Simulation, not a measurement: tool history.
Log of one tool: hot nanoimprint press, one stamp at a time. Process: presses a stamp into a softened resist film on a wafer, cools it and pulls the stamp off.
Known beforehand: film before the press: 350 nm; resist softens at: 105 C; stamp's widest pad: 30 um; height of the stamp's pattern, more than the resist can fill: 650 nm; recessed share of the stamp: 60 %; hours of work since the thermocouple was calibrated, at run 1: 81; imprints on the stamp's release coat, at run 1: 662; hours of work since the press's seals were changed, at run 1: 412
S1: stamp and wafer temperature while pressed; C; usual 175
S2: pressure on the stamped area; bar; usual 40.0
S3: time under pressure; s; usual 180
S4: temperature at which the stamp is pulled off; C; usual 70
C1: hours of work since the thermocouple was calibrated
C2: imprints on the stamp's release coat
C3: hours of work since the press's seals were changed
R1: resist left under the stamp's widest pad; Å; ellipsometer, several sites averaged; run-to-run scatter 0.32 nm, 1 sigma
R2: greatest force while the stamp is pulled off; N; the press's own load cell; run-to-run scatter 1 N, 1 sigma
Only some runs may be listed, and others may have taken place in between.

run	hour	S1	S2	S3	S4	C1	C2	C3	R1	R2
1	0.0	175	40.0	180	70	81	662	412	1574	219
2	66.8	175	40.0	180	70	118	844	449	1574	216
# hour 151.2: stamp cleaned and given a new release coat
3	160.8	175	40.0	180	69	167	26	497	1575	224
4	243.9	175	40.0	180	69	213	253	543	1577	223
5	318.9	175	40.0	180	69	254	458	584	1575	223
# hour 385.2: plate thermocouple calibrated
6	397.6	175	40.0	174	56	7	665	626	1593	292
7	449.2	175	40.0	226	70	35	806	655	1453	219
8	492.6	175	40.0	160	69	59	924	679	1636	222
# hour 550.0: stamp cleaned and given a new release coat
9	571.4	181	25.9	297	64	99	59	719	1272	248
10	628.2	175	40.0	101	70	131	214	750	1902	217

Alternative continuations, all from the tool just after run 10; predict every row:
A	695.8	164	28.5	180	70	168	398	787	?	?
B	695.8	175	39.7	229	73	168	398	787	?	?
C	695.8	175	45.1	101	70	168	398	787	?	?
D	695.8	168	38.6	180	63	168	398	787	?	?
E	695.8	173	40.0	292	68	168	398	787	?	?

run	R1	R2
A	2764	217
B	1455	201
C	1794	218
D	2167	255
E	1466	228
With the hidden condition removed and each run's random variation left untouched, the same runs would have given:
run	R1	R2
A	2763	217
B	1454	201
C	1793	217
D	2166	255
E	1465	228
